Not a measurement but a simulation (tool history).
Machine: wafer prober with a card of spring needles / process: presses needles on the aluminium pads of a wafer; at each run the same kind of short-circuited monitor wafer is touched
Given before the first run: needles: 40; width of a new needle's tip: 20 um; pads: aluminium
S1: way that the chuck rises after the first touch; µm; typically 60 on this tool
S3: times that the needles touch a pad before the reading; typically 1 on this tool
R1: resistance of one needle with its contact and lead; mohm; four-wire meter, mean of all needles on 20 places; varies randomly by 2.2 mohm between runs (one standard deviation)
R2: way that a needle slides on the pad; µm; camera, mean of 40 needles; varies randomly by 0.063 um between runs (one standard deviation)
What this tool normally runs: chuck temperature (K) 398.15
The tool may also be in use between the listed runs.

run 1 hour=0.0 | S1=60 chuck_temperature_(K)=398.15 S3=1 | R1=282 R2=15.57
-- hour=2.2 tips cleaned on abrasive film
run 2 hour=8.6 | S1=60 chuck_temperature_(K)=398.15 S3=1 | R1=258 R2=15.44
run 3 hour=13.0 | S1=60 chuck_temperature_(K)=398.15 S3=1 | R1=266 R2=15.29
run 4 hour=21.9 | S1=60 chuck_temperature_(K)=398.15 S3=1 | R1=271 R2=15.58
run 5 hour=32.0 | S1=60 chuck_temperature_(K)=309.15 S3=1 | R1=262 R2=15.41
-- hour=33.4 tips cleaned on abrasive film
run 6 hour=39.3 | S1=60 chuck_temperature_(K)=309.15 S3=1 | R1=241 R2=15.40
run 7 hour=49.5 | S1=60 chuck_temperature_(K)=309.15 S3=1 | R1=251 R2=15.50
run 8 hour=59.4 | S1=60 chuck_temperature_(K)=309.15 S3=1 | R1=264 R2=15.51
-- hour=64.7 tips cleaned on abrasive film
run 9 hour=70.1 | S1=41 chuck_temperature_(K)=343.15 S3=2 | R1=260 R2=10.37
-- hour=71.2 height of the first contact set anew
run 10 hour=75.2 | S1=42 chuck_temperature_(K)=343.15 S3=1 | R1=275 R2=10.70
run 11 hour=80.9 | S1=44 chuck_temperature_(K)=398.15 S3=2 | R1=283 R2=11.23
run 12 hour=90.9 | S1=44 chuck_temperature_(K)=398.15 S3=2 | R1=285 R2=11.14
-- hour=96.4 tips cleaned on abrasive film
run 13 hour=100.6 | S1=44 chuck_temperature_(K)=398.15 S3=2 | R1=275 R2=11.23
-- hour=104.8 height of the first contact set anew, once more
run 14 hour=110.8 | S1=44 chuck_temperature_(K)=398.15 S3=2 | R1=276 R2=11.50
run 15 hour=121.6 | S1=68 chuck_temperature_(K)=372.15 S3=1 | R1=268 R2=17.66

Results per run with the tool's hidden condition removed, run-to-run variation unchanged:
Hidden state present: debris on the tips, nm; way that the needles fall short of the set height, um; tips' diameter, um; drift of the gauge itself on contact_mohm, %; drift of the gauge itself on scrub_um, %.
run=1 R1=253 R2=15.71
run=2 R1=246 R2=15.59
run=3 R1=250 R2=15.44
run=4 R1=248 R2=15.74
run=5 R1=228 R2=15.56
run=6 R1=228 R2=15.56
run=7 R1=227 R2=15.66
run=8 R1=232 R2=15.68
run=9 R1=247 R2=10.55
run=10 R1=243 R2=10.95
run=11 R1=260 R2=11.48
run=12 R1=256 R2=11.38
run=13 R1=264 R2=11.49
run=14 R1=256 R2=11.50
run=15 R1=246 R2=17.66
